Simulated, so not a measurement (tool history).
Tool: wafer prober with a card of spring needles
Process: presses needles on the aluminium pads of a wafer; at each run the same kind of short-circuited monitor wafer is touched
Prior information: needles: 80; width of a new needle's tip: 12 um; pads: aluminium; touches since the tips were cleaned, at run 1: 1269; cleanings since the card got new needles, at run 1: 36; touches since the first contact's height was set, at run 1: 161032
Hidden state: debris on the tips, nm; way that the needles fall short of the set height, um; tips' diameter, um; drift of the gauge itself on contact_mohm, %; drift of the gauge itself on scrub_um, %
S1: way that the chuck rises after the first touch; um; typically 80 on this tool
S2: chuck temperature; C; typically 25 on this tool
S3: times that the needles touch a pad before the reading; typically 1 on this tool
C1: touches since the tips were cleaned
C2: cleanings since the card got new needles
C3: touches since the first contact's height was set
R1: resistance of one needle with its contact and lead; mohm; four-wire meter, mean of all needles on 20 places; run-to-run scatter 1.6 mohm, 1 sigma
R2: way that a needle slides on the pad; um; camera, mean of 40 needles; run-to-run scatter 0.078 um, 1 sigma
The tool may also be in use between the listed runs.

run	hour	S1	S2	S3	C1	C2	C3	R1	R2
1	0.0	80	25	1	1269	36	161032	156	17.19
# hour 5.8: tips cleaned on abrasive film
# hour 14.6: tips cleaned on abrasive film
2	14.6	80	25	1	0	38	167599	154	17.04
# hour 23.4: tips cleaned on abrasive film
# hour 32.5: tips cleaned on abrasive film
3	32.5	80	25	1	0	40	175723	156	17.23
# hour 42.2: tips cleaned on abrasive film
4	50.2	80	25	1	3641	41	183748	155	17.22
# hour 52.1: tips cleaned on abrasive film
5	60.0	80	25	1	3589	42	188195	151	17.31
# hour 62.0: tips cleaned on abrasive film
# hour 71.8: tips cleaned on abrasive film
6	78.2	80	25	1	2909	44	196425	155	17.16
# hour 81.1: tips cleaned on abrasive film
# hour 90.1: tips cleaned on abrasive film
7	93.1	80	25	1	1386	46	203162	157	17.13
# hour 98.8: tips cleaned on abrasive film
# hour 107.4: tips cleaned on abrasive film
8	109.7	80	25	1	1061	48	210645	157	17.18
# hour 117.0: tips cleaned on abrasive film
# hour 126.3: tips cleaned on abrasive film
9	127.2	80	25	1	447	50	218584	156	17.20
# hour 134.7: tips cleaned on abrasive film
# hour 137.0: height of the first contact set anew
# hour 144.1: tips cleaned on abrasive film
10	146.7	80	25	1	1166	52	4389	155	17.36
# hour 152.5: tips cleaned on abrasive film
# hour 161.7: tips cleaned on abrasive film
11	166.0	80	25	2	1971	54	13152	155	17.26
# hour 170.2: tips cleaned on abrasive film
12	176.5	79	25	2	2888	55	17902	156	17.07
# hour 178.5: tips cleaned on abrasive film
# hour 187.6: tips cleaned on abrasive film
13	193.4	80	65	1	2675	57	25550	163	17.03
# hour 195.9: tips cleaned on abrasive film
# hour 204.7: tips cleaned on abrasive film
14	210.6	72	25	1	2700	59	33316	154	15.57
# hour 213.6: tips cleaned on abrasive film
15	219.6	80	25	2	2755	60	37393	155	17.17
# hour 222.3: tips cleaned on abrasive film
# hour 231.7: tips cleaned on abrasive film
# hour 240.5: tips cleaned on abrasive film
16	240.6	69	122	2	39	63	46840	174	14.79
# hour 249.4: tips cleaned on abrasive film
17	249.4	69	122	1	0	64	50840	177	14.84

For run 18, what comes out?
# hour 257.7: tips cleaned on abrasive film
18	262.7	69	40	2	2278	65	56844	?	?

{"run 18": {"R1": 159, "R2": 14.96}}
Take away the tool's hidden state, keep the run-to-run variation as it was, and the same run would have given R1 159 mohm, R2 14.96 um.

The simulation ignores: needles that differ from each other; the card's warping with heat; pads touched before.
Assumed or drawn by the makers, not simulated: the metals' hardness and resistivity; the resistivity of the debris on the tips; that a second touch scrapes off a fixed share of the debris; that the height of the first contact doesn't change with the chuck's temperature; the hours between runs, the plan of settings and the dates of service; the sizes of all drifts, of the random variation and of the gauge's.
